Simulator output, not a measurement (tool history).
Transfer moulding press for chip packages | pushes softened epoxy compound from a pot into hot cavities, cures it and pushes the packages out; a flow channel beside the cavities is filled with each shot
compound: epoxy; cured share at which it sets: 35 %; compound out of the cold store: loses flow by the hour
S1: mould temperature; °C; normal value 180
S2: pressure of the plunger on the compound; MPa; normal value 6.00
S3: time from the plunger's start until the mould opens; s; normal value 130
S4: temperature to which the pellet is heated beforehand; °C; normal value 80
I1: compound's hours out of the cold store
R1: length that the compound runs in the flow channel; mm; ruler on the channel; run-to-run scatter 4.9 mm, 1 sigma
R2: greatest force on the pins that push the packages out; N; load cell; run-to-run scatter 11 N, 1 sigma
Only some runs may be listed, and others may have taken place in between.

run    day   S1    S2   S3  S4    I1   R1   R2
  1  0.000  180  6.00  130  80  36.2  657  493
  2  0.208  180  6.00  113  80  15.6  710  581
  3  0.554  180  6.00  113  80  32.5  667  601
  4  0.854  180  6.00  113  80  14.0  730  605
     1.029  -- cavities cleaned with cleaning compound and waxed
  5  1.142  180  6.00  129  80  44.2  638  462
  6  1.458  180  6.00  129  80  20.8  711  488
  7  1.692  180  6.00  129  80  44.6  643  478
  8  2.021  180  6.00  129  80  38.2  653  486
  9  2.412  180  7.19  130  80  36.4  728  506
 10  2.796  180  6.00  130  80  29.8  675  507
 11  3.054  183  6.00  130  80  18.5  709  462
     3.275  -- cavities cleaned with cleaning compound and waxed
 12  3.475  180  6.00  130  80  34.5  663  479
 13  3.679  180  6.00  130  80  13.8  725  503
 14  4.025  180  6.00  130  80  32.7  669  505
 15  4.208  180  6.00  130  80  25.9  690  474
 16  4.504  184  6.00  130  82  19.9  698  463
 17  4.883  180  6.27  130  75   9.8  755  515
 18  5.083  180  6.27  130  75  14.2  740  509
     5.529  -- cavities cleaned with cleaning compound and waxed
 19  5.529  185  6.38  125  75  34.9  683  466
 20  5.746  180  5.41  124  72  21.0  669  500
 21  5.983  180  5.41  141  88  26.0  651  455
 22  6.325  180  5.41  141  88  29.7  640  468
 23  6.488  180  6.06  121  88  11.2  735  552
 24  6.729  180  6.06  121  88  25.6  699  537
 25  7.100  183  5.84  143  88  19.1  699  463
 26  7.321  175  7.43  140  89  14.7  807  546

What will run 27 give?
 27  7.483  175  7.43  140  89  31.3   ?   ?

R1: 753 mm
R2: 526 N
With the hidden condition absent and the run-to-run variation left alone, this run would have shown R1 754 mm, R2 516 N.

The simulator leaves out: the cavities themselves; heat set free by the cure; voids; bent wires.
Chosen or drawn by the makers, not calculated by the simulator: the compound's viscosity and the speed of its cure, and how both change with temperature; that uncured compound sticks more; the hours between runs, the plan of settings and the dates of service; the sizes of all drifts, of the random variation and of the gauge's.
